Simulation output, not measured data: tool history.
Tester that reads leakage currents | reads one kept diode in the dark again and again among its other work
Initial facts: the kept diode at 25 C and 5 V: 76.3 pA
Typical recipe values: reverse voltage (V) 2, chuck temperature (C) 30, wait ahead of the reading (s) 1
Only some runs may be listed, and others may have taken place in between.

| run | hour | reverse voltage (V) | chuck temperature (C) | wait ahead of the reading (s) | current that the tester gives (pA) |
|---|---|---|---|---|---|
| 1 | 0 | 2 | 30 | 1 | 70.62 |
| 2 | 61.6 | 2 | 30 | 1 | 70.93 |
| 3 | 121.9 | 2 | 30 | 1 | 71.35 |
| 4 | 177.1 | 2 | 27 | 1 | 58.02 |
| 5 | 229.8 | 2 | 27 | 1 | 58.89 |
| 6 | 275.6 | 2 | 27 | 1 | 58.79 |
|  | 280.7 | chuck's temperature calibrated |
|  | 321.5 | probe card cleaned and baked |
| 7 | 321.5 | 1.45 | 30 | 1 | 58.18 |
| 8 | 355.8 | 1.35 | 43 | 0.39 | 140.64 |
|  | 393 | chuck's temperature calibrated, once more |
| 9 | 397.1 | 6.39 | 33 | 6.56 | 160.19 |
| 10 | 427.7 | 1.16 | 29 | 3.38 | 43.76 |
| 11 | 476.6 | 1.16 | 29 | 3.38 | 44.17 |
| 12 | 508.5 | 2.74 | 30 | 1 | 80.14 |
| 13 | 545.2 | 18.08 | 20 | 1 | 122.06 |

4 ways to go on from here, each from the tool as it stands after run 13. What would each give?
| A | 590.6 | 18.08 | 20 | 1.69 | ? |
| B | 590.6 | 4.78 | 50 | 1 | ? |
| C | 590.6 | 5.22 | 22 | 1 | ? |
| D | 590.6 | 5.23 | 30 | 1 | ? |

| run | current that the tester gives (pA) |
|---|---|
| A | 120.44 |
| B | 447.02 |
| C | 66.03 |
| D | 118.78 |
Stripped of hidden state, with their random variation kept, the same runs would have yielded:
| run | current that the tester gives (pA) |
|---|---|
| A | 113.94 |
| B | 440.54 |
| C | 63.77 |
| D | 115.89 |
